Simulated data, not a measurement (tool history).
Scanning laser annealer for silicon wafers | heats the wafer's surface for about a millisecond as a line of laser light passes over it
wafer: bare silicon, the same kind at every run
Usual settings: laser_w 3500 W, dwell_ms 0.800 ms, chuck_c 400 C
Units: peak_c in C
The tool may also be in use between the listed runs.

| run | hour | laser_w | dwell_ms | chuck_c | peak_c |
|---|---|---|---|---|---|
| 1 | 0.0 | 3500 | 0.800 | 400 | 1161 |
| 2 | 13.1 | 3500 | 0.800 | 400 | 1156 |
| 3 | 23.7 | 3500 | 0.800 | 400 | 1154 |
| 4 | 31.8 | 3500 | 0.800 | 400 | 1157 |
| 5 | 38.7 | 3500 | 0.800 | 400 | 1157 |
| 6 | 46.4 | 3500 | 0.800 | 400 | 1158 |
| 7 | 53.0 | 3500 | 0.800 | 400 | 1153 |
| 8 | 65.8 | 3500 | 0.800 | 400 | 1154 |
| 9 | 77.2 | 3500 | 0.800 | 400 | 1150 |
| 10 | 83.1 | 3500 | 0.800 | 400 | 1150 |
| 11 | 94.1 | 3500 | 0.800 | 395 | 1145 |
| 12 | 101.1 | 3500 | 0.800 | 396 | 1145 |
| 13 | 114.3 | 3266 | 0.800 | 400 | 1092 |
|  | 121.1 | window over the wafer cleaned |
| 14 | 128.7 | 3266 | 0.800 | 400 | 1142 |
| 15 | 134.6 | 3560 | 0.572 | 391 | 1076 |
| 16 | 147.1 | 3560 | 0.572 | 391 | 1073 |
| 17 | 154.9 | 3560 | 0.846 | 391 | 1234 |
| 18 | 167.5 | 3062 | 0.892 | 389 | 1121 |
| 19 | 173.4 | 3595 | 0.815 | 422 | 1254 |
| 20 | 181.7 | 3477 | 0.800 | 400 | 1193 |
| 21 | 193.3 | 3477 | 0.800 | 400 | 1192 |
| 22 | 205.1 | 3080 | 0.911 | 406 | 1144 |
| 23 | 215.6 | 3062 | 0.916 | 400 | 1135 |
| 24 | 227.0 | 3642 | 0.800 | 404 | 1234 |
| 25 | 236.7 | 3642 | 0.800 | 404 | 1236 |
| 26 | 248.8 | 3642 | 0.800 | 404 | 1230 |
| 27 | 258.4 | 3642 | 0.800 | 404 | 1236 |
| 28 | 265.1 | 3809 | 0.598 | 400 | 1144 |

The same runs without the tool's hidden state, with the same run-to-run variation:
The hidden state here: light that passes the window, % of a clean one's; laser's true power over the reading, %; width of the line over the set one, %; drift of the gauge itself on peak_c, C.
| run | peak_c |
|---|---|
| 1 | 1213 |
| 2 | 1209 |
| 3 | 1208 |
| 4 | 1212 |
| 5 | 1212 |
| 6 | 1214 |
| 7 | 1209 |
| 8 | 1212 |
| 9 | 1208 |
| 10 | 1209 |
| 11 | 1206 |
| 12 | 1206 |
| 13 | 1149 |
| 14 | 1148 |
| 15 | 1081 |
| 16 | 1080 |
| 17 | 1243 |
| 18 | 1129 |
| 19 | 1264 |
| 20 | 1204 |
| 21 | 1204 |
| 22 | 1156 |
| 23 | 1148 |
| 24 | 1249 |
| 25 | 1252 |
| 26 | 1247 |
| 27 | 1254 |
| 28 | 1161 |
